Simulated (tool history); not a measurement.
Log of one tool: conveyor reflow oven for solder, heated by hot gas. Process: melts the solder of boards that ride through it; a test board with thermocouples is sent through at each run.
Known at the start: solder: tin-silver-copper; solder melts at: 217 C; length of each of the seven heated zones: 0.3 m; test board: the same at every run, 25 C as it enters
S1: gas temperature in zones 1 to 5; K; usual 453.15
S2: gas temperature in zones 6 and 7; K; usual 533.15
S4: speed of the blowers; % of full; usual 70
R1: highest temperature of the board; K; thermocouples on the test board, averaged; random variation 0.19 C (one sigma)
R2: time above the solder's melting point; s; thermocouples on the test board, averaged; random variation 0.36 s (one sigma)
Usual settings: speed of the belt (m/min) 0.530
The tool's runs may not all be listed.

Run 1, day 0.000: usual settings. Result: R1 519.85 K, R2 49.2 s.
Run 2, day 0.558: usual settings. Result: R1 520.05 K, R2 49.9 s.
Run 3, day 1.358: usual settings but S1 448.15 K. Result: R1 519.65 K, R2 47.0 s.
Run 4, day 2.350: usual settings. Result: R1 520.15 K, R2 50.0 s.
Run 5, day 3.292: usual settings. Result: R1 519.75 K, R2 49.9 s.
Run 6, day 4.371: usual settings but S1 452.15 K, S2 535.15 K, S4 74 % of full. Result: R1 522.15 K, R2 50.6 s.
Run 7, day 5.258: usual settings but S4 83 % of full. Result: R1 521.55 K, R2 51.7 s.
Run 8, day 6.458: usual settings but S4 83 % of full. Result: R1 521.35 K, R2 50.7 s.
Run 9, day 7.088: usual settings but S2 539.15 K. Result: R1 525.45 K, R2 53.2 s.
At day 8.046: flux residue cleaned out of gas plates and filters.
Run 10, day 8.283: usual settings but S1 460.15 K, S2 547.15 K, speed of the belt (m/min) 0.536, S4 51 % of full. Result: R1 530.45 K, R2 57.1 s.

Forecast each of these 4 alternatives for the next run:
Run A, day 9.271: usual settings but S2 524.15 K, speed of the belt (m/min) 0.597. Result: R1 ?, R2 ?.
Run B, day 9.271: usual settings but S2 534.15 K, S4 86 % of full. Result: R1 ?, R2 ?.
Run C, day 9.271: usual settings but S1 447.15 K, S2 530.15 K, S4 87 % of full. Result: R1 ?, R2 ?.
Run D, day 9.271: usual settings but speed of the belt (m/min) 0.502, S4 55 % of full. Result: R1 ?, R2 ?.

run      R1    R2
  A  508.95  34.5
  B  522.85  51.4
  C  518.25  46.8
  D  519.65  52.4
Without the tool's hidden state the same runs would have given:
run      R1    R2
  A  508.85  34.5
  B  522.75  51.3
  C  518.25  46.7
  D  519.65  52.3
